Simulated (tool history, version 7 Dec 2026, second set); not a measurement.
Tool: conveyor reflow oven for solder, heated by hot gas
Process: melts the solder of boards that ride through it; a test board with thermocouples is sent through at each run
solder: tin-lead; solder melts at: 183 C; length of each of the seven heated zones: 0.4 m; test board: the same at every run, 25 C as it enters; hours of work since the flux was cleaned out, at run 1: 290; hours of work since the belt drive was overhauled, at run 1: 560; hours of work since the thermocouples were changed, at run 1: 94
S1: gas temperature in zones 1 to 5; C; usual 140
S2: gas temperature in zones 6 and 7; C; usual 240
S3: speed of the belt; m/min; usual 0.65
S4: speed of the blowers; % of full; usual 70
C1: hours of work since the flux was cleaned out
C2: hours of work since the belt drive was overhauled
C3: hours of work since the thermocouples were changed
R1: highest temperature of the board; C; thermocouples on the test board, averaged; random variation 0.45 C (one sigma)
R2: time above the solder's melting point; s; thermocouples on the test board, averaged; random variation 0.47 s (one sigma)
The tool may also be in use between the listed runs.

run	hour	S1	S2	S3	S4	C1	C2	C3	R1	R2
1	0	140	240	0.65	70	290	560	94	213.1	51.2
2	61.1	140	240	0.65	70	322	591	125	212.3	50.7
3	108.4	140	240	0.672	70	346	616	150	211.3	47.3
4	170.9	140	240	0.65	70	379	648	182	211.4	50.1
5	235.5	140	240	0.742	70	412	681	215	206	36.6
6	296.7	140	240	0.65	70	444	713	247	210.9	49.3
# hour 361.9: flux residue cleaned out of gas plates and filters
7	361.9	140	240	0.65	70	0	744	278	216.1	52.8
8	409.6	140	240	0.65	70	25	769	303	215.2	53.5
9	472.5	140	240	0.65	70	57	801	335	214.6	52.9
10	556.6	140	240	0.65	70	101	845	379	213.6	53
11	599.7	140	240	0.65	70	123	867	401	213.8	52.5
12	678.3	140	240	0.65	70	164	908	442	214.1	51.2
13	746.7	140	240	0.65	70	199	943	477	212.8	51.7
# hour 801.7: thermocouples of zones 6 and 7 changed
14	818	152	240	0.615	67	235	979	8	217.2	62.6
15	900.7	152	240	0.615	67	277	1022	51	217.4	63.4
16	963.7	152	240	0.615	67	310	1054	84	215.7	62.8
17	1017.3	154	233	0.639	82	338	1082	111	214.1	60.1
18	1096.6	140	240	0.545	70	379	1123	152	218.1	67.1
19	1177	152	240	0.545	70	420	1164	194	220.6	75
20	1218	152	240	0.545	70	441	1186	215	221	75
# hour 1288.1: flux residue cleaned out of gas plates and filters
21	1300.8	141	252	0.545	61	7	1226	255	229.1	75.9
22	1339.7	141	252	0.545	61	27	1246	276	229.1	76.5
23	1383.1	140	240	0.65	51	49	1268	298	206.3	43.5
24	1463	140	251	0.683	84	90	1310	339	226.1	58.8
25	1543.6	140	240	0.65	70	132	1351	381	214.1	52.3

How the hidden state differs across the entries between the runs, from the last listed run before each to the first after it:
Between runs 6 and 7: flux residue cleaned out of gas plates and filters (hour 361.9)
  heat that the gas passes to the board, % of a clean oven's: 86.5 -> 99; belt's true speed, % of the reading: 99.18 -> 99.15; true gas temperature in zones 6 and 7 over the reading, C: -0.92 -> -1.02
  measured less the result without the state, R1: -5.3 -> -0.8 C; R2: -5.1 -> -0.2 s
Between runs 13 and 14: thermocouples of zones 6 and 7 changed (hour 801.7)
  heat that the gas passes to the board, % of a clean oven's: 92.8 -> 91.8; belt's true speed, % of the reading: 98.95 -> 98.91; true gas temperature in zones 6 and 7 over the reading, C: -1.63 -> -0.39
  measured less the result without the state, R1: -3.3 -> -2.3 C; R2: -2.7 -> -1.5 s
Between runs 20 and 21: flux residue cleaned out of gas plates and filters (hour 1288.1)
  heat that the gas passes to the board, % of a clean oven's: 86.1 -> 99.6; belt's true speed, % of the reading: 98.7 -> 98.65; true gas temperature in zones 6 and 7 over the reading, C: -1.05 -> -1.17
  measured less the result without the state, R1: -4.4 -> -0.5 C; R2: -2.7 -> +0.6 s

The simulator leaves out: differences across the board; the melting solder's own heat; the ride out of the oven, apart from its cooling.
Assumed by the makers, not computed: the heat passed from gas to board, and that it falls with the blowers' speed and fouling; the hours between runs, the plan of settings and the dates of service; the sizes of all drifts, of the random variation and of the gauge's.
